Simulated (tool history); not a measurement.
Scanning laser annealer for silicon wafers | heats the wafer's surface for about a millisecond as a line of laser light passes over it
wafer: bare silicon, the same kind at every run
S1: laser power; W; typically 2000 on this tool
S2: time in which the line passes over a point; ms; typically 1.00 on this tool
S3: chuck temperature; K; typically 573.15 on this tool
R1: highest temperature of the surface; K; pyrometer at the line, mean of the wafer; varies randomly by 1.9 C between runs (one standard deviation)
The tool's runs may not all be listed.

run   hour    S1    S2      S3       R1
  1    0.0  2000  1.00  573.15  1375.15
  2    8.7  2000  0.98  573.15  1368.15
  3   17.0  1738  1.00  573.15  1275.15
  4   24.2  2000  1.00  573.15  1379.15
  5   36.9  2000  1.00  573.15  1378.15
  6   46.9  2000  0.98  573.15  1368.15
  7   57.8  2000  0.98  573.15  1366.15
  8   66.8  2000  0.98  573.15  1366.15
  9   77.2  2000  0.98  573.15  1366.15
 10   82.6  2000  0.98  573.15  1367.15
 11   95.4  2000  0.98  573.15  1369.15
 12  102.6  2000  0.98  573.15  1368.15
 13  109.9  2000  0.98  573.15  1365.15
 14  122.3  2000  0.98  573.15  1370.15
 15  129.3  2000  1.00  573.15  1376.15
 16  140.9  2000  1.00  573.15  1373.15
 17  148.8  2000  1.00  573.15  1375.15
 18  154.2  2000  1.00  573.15  1375.15
 19  163.3  2000  1.00  573.15  1376.15
 20  171.9  2000  1.00  555.15  1357.15
     174.9  -- window over the wafer cleaned
 21  179.2  2000  1.00  555.15  1357.15
 22  186.3  1798  1.00  573.15  1300.15
 23  191.5  2185  0.88  594.15  1417.15
 24  199.2  2066  1.16  567.15  1456.15
 25  207.8  1799  0.80  573.15  1228.15
 26  217.1  1709  1.06  573.15  1287.15
 27  229.3  1880  0.88  537.15  1247.15
 28  240.9  1880  0.88  537.15  1248.15
 29  251.2  1943  0.87  573.15  1303.15
 30  259.9  1928  0.87  570.15  1299.15
 31  266.3  2067  1.11  588.15  1459.15
 32  277.2  2006  0.81  550.15  1278.15

Expected results for the next run?
 33  285.1  2006  0.81  550.15   ?

{"run 33": {"R1": 1281.15}}
Were there no unlogged condition in the tool, this run, its random variation unchanged, would have produced R1 1281.15 K.

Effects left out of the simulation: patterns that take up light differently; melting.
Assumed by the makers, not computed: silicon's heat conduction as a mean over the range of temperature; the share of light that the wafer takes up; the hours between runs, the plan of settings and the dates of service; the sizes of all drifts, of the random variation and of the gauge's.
